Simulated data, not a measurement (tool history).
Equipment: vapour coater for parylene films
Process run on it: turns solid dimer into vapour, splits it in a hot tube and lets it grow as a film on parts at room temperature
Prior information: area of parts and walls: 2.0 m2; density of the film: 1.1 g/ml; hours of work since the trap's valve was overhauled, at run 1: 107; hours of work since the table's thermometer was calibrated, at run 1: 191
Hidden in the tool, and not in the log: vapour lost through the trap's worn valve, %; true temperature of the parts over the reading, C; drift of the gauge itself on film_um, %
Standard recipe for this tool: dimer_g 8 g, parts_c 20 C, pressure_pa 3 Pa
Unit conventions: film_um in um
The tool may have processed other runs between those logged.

| run | hour | dimer_g | parts_c | pressure_pa | hours of work since the trap's valve was overhauled | hours of work since the table's thermometer was calibrated | film_um |
|---|---|---|---|---|---|---|---|
| 1 | 0 | 8 | 20 | 3 | 107 | 191 | 2.306 |
| 2 | 26.5 | 8 | 20 | 3 | 127 | 211 | 2.297 |
| 3 | 45.9 | 8 | 20 | 3 | 142 | 226 | 2.307 |
| 4 | 69.1 | 8 | 20 | 3 | 160 | 243 | 2.277 |
| 5 | 88.1 | 8 | 20 | 3 | 174 | 258 | 2.286 |
| 6 | 120.3 | 8 | 20 | 3 | 199 | 282 | 2.29 |
| 7 | 142.7 | 8 | 20 | 3 | 216 | 299 | 2.265 |
| 8 | 172.9 | 8 | 20 | 3 | 239 | 322 | 2.257 |
| 9 | 200.9 | 8 | 20 | 3 | 260 | 344 | 2.248 |
| 10 | 223.9 | 8 | 20 | 3 | 278 | 361 | 2.239 |
|  | 230.4 | trap's valve overhauled |
| 11 | 250.8 | 8 | 20 | 3 | 16 | 379 | 2.373 |
| 12 | 280.7 | 9 | 20 | 7.11 | 38 | 401 | 2.275 |
| 13 | 306.2 | 9 | 20 | 7.11 | 58 | 421 | 2.258 |
| 14 | 335.1 | 9 | 20 | 7.11 | 80 | 443 | 2.257 |
| 15 | 350.9 | 5 | 22 | 3 | 92 | 455 | 1.326 |
| 16 | 365 | 5 | 22 | 3 | 102 | 466 | 1.346 |
| 17 | 381.4 | 7 | 23 | 10.12 | 115 | 478 | 1.426 |

Consider 3 possible next runs. They are alternatives, not a sequence: every one starts from the tool as it was left by run 17. What does each give?
| A | 400.5 | 4 | 29 | 7.69 | 129 | 493 | ? |
| B | 400.5 | 7 | 20 | 3 | 129 | 493 | ? |
| C | 400.5 | 7 | 13 | 10.12 | 129 | 493 | ? |

| run | film_um |
|---|---|
| A | 0.652 |
| B | 2.032 |
| C | 2.243 |
Stripped of hidden state, with their random variation kept, the same runs would have yielded:
| run | film_um |
|---|---|
| A | 0.664 |
| B | 2.069 |
| C | 2.284 |
